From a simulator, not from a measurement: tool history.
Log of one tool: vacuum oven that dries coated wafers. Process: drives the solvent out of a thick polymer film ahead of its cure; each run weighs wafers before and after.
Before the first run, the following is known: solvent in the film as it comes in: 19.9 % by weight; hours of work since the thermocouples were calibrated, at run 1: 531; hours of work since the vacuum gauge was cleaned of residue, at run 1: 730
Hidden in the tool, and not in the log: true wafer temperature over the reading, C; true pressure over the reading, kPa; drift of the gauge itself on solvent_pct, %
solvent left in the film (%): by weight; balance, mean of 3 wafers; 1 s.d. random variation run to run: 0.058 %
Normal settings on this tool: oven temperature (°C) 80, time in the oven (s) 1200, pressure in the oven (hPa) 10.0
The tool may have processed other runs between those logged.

run,hour,oven temperature (°C),time in the oven (s),pressure in the oven (hPa),hours of work since the thermocouples were calibrated,hours of work since the vacuum gauge was cleaned of residue,solvent left in the film (%)
1,0.0,80,1200,10.0,531,730,2.86
2,13.7,80,1200,10.0,542,741,2.99
3,34.4,80,1200,10.0,558,757,2.91
4,55.7,80,1200,10.0,575,774,2.83
5,75.2,80,1200,10.0,590,789,2.99
6,101.9,80,1200,28.1,611,810,3.80
7,122.1,74,1200,10.0,627,826,5.33
8,150.6,73,1200,10.0,649,848,5.61
9,169.2,73,1200,10.0,663,863,5.66
10,183.0,73,1200,10.0,674,874,5.76
11,201.6,73,1200,10.0,689,888,5.69
12,224.5,82,1200,10.0,707,906,2.32
13,242.2,80,1200,10.0,721,920,2.94
14,260.0,80,1200,5.8,735,934,2.69
15,283.2,80,1200,10.0,753,952,3.05
16,304.0,80,1200,10.0,769,969,2.97
17,319.1,80,1200,10.0,781,980,2.89
18,339.3,80,1680,10.0,797,996,1.66
19,366.1,80,1200,10.0,818,1017,2.90
20,393.9,80,1200,38.5,840,1039,4.44
21,417.9,80,1200,38.5,858,1058,4.53
22,445.5,90,1020,37.0,880,1080,2.19
23,471.9,90,1020,37.0,901,1100,2.08
24,489.3,75,1980,38.5,914,1114,4.40
25,514.8,76,1020,38.5,934,1134,6.79
26,542.3,82,660,38.5,956,1155,6.39
27,564.7,80,1200,10.8,974,1173,2.97
28,583.0,79,1440,39.3,988,1187,4.26
29,604.3,79,1440,36.0,1005,1204,3.90

Expected results for the next run?
30,631.3,79,1440,36.0,1026,1225,?

Run 30 measured solvent left in the film (%) 3.95.
Were there no unlogged condition in the tool, this run, its random variation unchanged, would have produced solvent left in the film (%) 3.96.
